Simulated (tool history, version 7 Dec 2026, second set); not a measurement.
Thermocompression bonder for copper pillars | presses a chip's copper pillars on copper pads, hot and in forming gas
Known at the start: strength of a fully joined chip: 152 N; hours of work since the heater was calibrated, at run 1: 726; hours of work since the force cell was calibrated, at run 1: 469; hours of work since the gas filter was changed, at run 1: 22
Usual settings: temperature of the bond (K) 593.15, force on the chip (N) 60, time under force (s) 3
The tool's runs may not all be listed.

run   hour  temperature of the bond (K)  force on the chip (N)  time under force (s)  hours of work since the heater was calibrated  hours of work since the force cell was calibrated  hours of work since the gas filter was changed  force that shears a chip off (N)
  1      0                       593.15                     60                     3                                            726                                                469                                              22                             113.6
  2   36.6                       568.15                     60                     3                                            744                                                486                                              39                              95.8
  3     67                       568.15                     60                     3                                            758                                                501                                              54                              95.6
  4  119.5                       568.15                     60                     3                                            784                                                526                                              79                              95.9
  5  168.9                       568.15                     60                     3                                            807                                                550                                             103                              94.8
  6  217.7                       593.15                     60                     3                                            831                                                573                                             126                               113
  7  273.9                       615.15                     60                     8                                            858                                                600                                             153                             143.4
  8  324.6                       593.15                     60                     4                                            882                                                625                                             178                             120.7
  9  359.4                       608.15                     78                     2                                            899                                                642                                             195                             120.4
 10  387.4                       608.15                     78                     2                                            912                                                655                                             208                             120.7
 11  424.4                       608.15                     78                     2                                            930                                                673                                             226                             120.5

5 ways to go on from here, each from the tool as it stands after run 11. What would each give?
  A  471.5                       587.15                     60                     5                                            953                                                695                                             248                                 ?
  B  471.5                       596.15                     78                     4                                            953                                                695                                             248                                 ?
  C  471.5                       600.15                     47                     4                                            953                                                695                                             248                                 ?
  D  471.5                       593.15                     60                     2                                            953                                                695                                             248                                 ?
  E  471.5                       595.15                     75                     3                                            953                                                695                                             248                                 ?

run  force that shears a chip off (N)
  A                             123.6
  B                               129
  C                             118.2
  D                             102.8
  E                             123.5
Without the tool's hidden state the same runs would have given:
run  force that shears a chip off (N)
  A                             122.8
  B                             128.1
  C                             117.4
  D                             102.2
  E                             122.8

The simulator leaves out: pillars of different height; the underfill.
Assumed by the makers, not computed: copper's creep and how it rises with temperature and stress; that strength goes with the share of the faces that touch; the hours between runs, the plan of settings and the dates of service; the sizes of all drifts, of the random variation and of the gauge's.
